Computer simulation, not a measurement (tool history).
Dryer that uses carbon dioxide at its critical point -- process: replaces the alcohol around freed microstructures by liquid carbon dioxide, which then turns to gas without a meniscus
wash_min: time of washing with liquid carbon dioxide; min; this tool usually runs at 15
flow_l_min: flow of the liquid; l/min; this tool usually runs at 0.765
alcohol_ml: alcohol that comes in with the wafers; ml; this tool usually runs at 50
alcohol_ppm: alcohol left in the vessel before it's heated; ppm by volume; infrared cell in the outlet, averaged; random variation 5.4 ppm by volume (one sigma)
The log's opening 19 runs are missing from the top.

run,hour,wash_min,flow_l_min,alcohol_ml,alcohol_ppm
20,508.6,15,0.765,90,301
21,527.3,15,0.765,90,310
22,565.1,15,0.765,90,298
23,587.3,11,0.476,50,2533
24,609.9,11,0.472,26,1346
25,629.8,15,0.666,50,336
26,650.4,17,0.613,50,290
27,678.7,17,0.613,50,300
28,701.8,17,0.778,50,112
29,719.7,13,0.765,50,368
30,752.6,15,0.765,92,348
31,789.8,12,0.765,25,270
32,811.8,12,0.765,25,272
33,831.2,23,0.814,81,49
34,867.0,23,0.814,81,58
35,899.3,23,0.491,50,237
# hour 902.9: inlet filter changed
36,927.2,23,0.790,42,52
37,956.5,22,0.545,114,269
38,980.4,22,0.545,114,290
39,1008.5,22,0.545,114,286

Alternative continuations, all from the tool just after run 39; predict every row:
A,1035.8,21,0.765,94,?
B,1035.8,15,0.935,33,?
C,1035.8,22,0.532,114,?
D,1035.8,15,0.641,33,?

run,alcohol_ppm
A,70
B,68
C,324
D,258
With the hidden condition removed and each run's random variation left untouched, the same runs would have given:
run,alcohol_ppm
A,29
B,28
C,267
D,207

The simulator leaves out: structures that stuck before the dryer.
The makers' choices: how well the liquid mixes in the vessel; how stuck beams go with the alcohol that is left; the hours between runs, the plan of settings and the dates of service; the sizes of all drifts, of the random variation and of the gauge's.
